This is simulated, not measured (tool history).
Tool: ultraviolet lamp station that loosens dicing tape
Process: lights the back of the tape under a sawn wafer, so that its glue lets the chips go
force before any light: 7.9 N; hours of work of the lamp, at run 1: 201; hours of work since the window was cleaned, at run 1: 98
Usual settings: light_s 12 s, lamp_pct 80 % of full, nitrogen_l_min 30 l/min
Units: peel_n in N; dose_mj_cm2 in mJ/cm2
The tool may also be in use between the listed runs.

run	hour	light_s	lamp_pct	nitrogen_l_min	hours of work of the lamp	hours of work since the window was cleaned	peel_n	dose_mj_cm2
1	0.0	12	80	30	201	98	0.708	444
2	8.6	12	80	30	208	104	0.724	452
3	19.2	12	80	30	216	112	0.719	445
4	33.6	12	80	30	227	123	0.703	442
5	47.0	12	80	30	237	133	0.742	440
6	61.1	12	80	30	248	144	0.705	444
7	69.9	12	80	30	254	151	0.721	439
8	83.9	8	80	30	265	161	1.512	293
9	100.3	8	80	30	278	174	1.553	286
10	109.1	8	80	30	284	181	1.581	290
11	117.8	8	80	30	291	187	1.573	291
12	135.2	12	80	30	304	200	0.736	436
13	153.2	12	80	30	318	214	0.755	432
14	162.7	11	80	30	325	221	0.920	401
15	173.5	11	80	30	333	230	0.940	393
16	186.6	11	80	30	343	240	0.917	394
17	205.4	12	80	30	358	254	0.785	426
18	213.2	21	80	30	363	260	0.232	749
19	225.3	21	80	30	373	269	0.230	738
20	240.6	21	80	30	384	281	0.233	742
21	249.6	10	80	33	391	288	1.030	355
# hour 251.0: window cleaned of glue's vapour
22	268.1	10	80	33	405	13	1.088	348
23	281.3	10	80	33	415	23	1.090	347
24	291.7	10	80	33	423	31	1.105	342
25	304.7	12	80	57	433	41	0.509	413
26	319.7	12	83	30	444	52	0.774	424

Forecast run 27:
27	327.8	12	93	12	450	58	?	?

{"run 27": {"peel_n": 1.285, "dose_mj_cm2": 480}}
Without the tool's hidden state the same run would have given peel_n 0.980 N, dose_mj_cm2 556 mJ/cm2.
